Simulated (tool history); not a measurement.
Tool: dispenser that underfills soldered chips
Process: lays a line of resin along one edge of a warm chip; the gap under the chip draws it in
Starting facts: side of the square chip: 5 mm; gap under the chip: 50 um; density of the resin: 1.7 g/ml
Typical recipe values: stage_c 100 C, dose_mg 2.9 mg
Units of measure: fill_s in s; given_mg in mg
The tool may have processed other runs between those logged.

run,day,stage_c,dose_mg,fill_s,given_mg
1,0,100,2.9,45.8,2.87
2,0.188,100,2.9,52.7,2.87
# day 0.225: new syringe of resin
3,0.288,100,2.9,37.8,2.85
4,0.45,100,2.9,43.8,2.86
5,0.554,100,3.15,46,3.1
6,0.658,100,3.15,50,3.11
# day 0.746: new syringe of resin
7,0.754,100,3.15,34.7,3.11
8,0.883,100,3.15,38.8,3.09
9,1.029,100,3.15,44.3,3.08
10,1.15,100,2.9,49.3,2.85
# day 1.267: new syringe of resin
11,1.304,100,2.9,37.1,2.87
12,1.412,100,2.9,40.5,2.85
13,1.546,100,2.9,44.9,2.87
14,1.742,100,2.9,53.3,2.83
# day 1.771: new syringe of resin
15,1.883,100,2.9,39.8,2.85
16,2.042,112,2.9,29.1,2.83
17,2.225,112,2.9,34,2.81
# day 2.283: new syringe of resin
18,2.342,108,2.77,29.2,2.7
19,2.454,105,2.96,34.1,2.87
20,2.633,88,2.98,76.3,2.89
21,2.762,88,2.98,86.6,2.91
# day 2.792: new syringe of resin
22,2.921,114,2.5,25.5,2.42
23,3.021,106,2.97,35.1,2.9
24,3.129,106,3.07,38.1,2.97
25,3.242,106,3.07,42.3,2.98
# day 3.3: new syringe of resin
26,3.388,88,3.61,60,3.5
27,3.471,102,3.76,37,3.63
28,3.662,102,3.76,43.2,3.63
# day 3.812: new syringe of resin
29,3.858,102,3.76,32.8,3.63
30,3.996,91,3.68,56.9,3.55
31,4.167,105,3.21,39.2,3.08
# day 4.321: new syringe of resin
32,4.362,105,3.21,31.6,3.11
33,4.542,89,3.21,67.1,3.11
34,4.721,88,3.24,79.7,3.13

5 options for the next run, each taken on its own from the tool as it stands now. Forecast them:
# day 4.833: new syringe of resin
A,4.862,97,2.53,?,?
# day 4.833: new syringe of resin
B,4.862,111,3.21,?,?
# day 4.833: new syringe of resin
C,4.862,106,3.42,?,?
# day 4.833: new syringe of resin
D,4.862,110,3.24,?,?
# day 4.833: new syringe of resin
E,4.862,100,3.2,?,?

run,fill_s,given_mg
A,44.4,2.46
B,24.6,3.09
C,29.3,3.28
D,24.9,3.11
E,35.8,3.09
What these runs would have given with no unlogged condition in the tool:
run,fill_s,given_mg
A,40.8,2.55
B,22.9,3.21
C,27.4,3.41
D,23.2,3.23
E,33.3,3.21

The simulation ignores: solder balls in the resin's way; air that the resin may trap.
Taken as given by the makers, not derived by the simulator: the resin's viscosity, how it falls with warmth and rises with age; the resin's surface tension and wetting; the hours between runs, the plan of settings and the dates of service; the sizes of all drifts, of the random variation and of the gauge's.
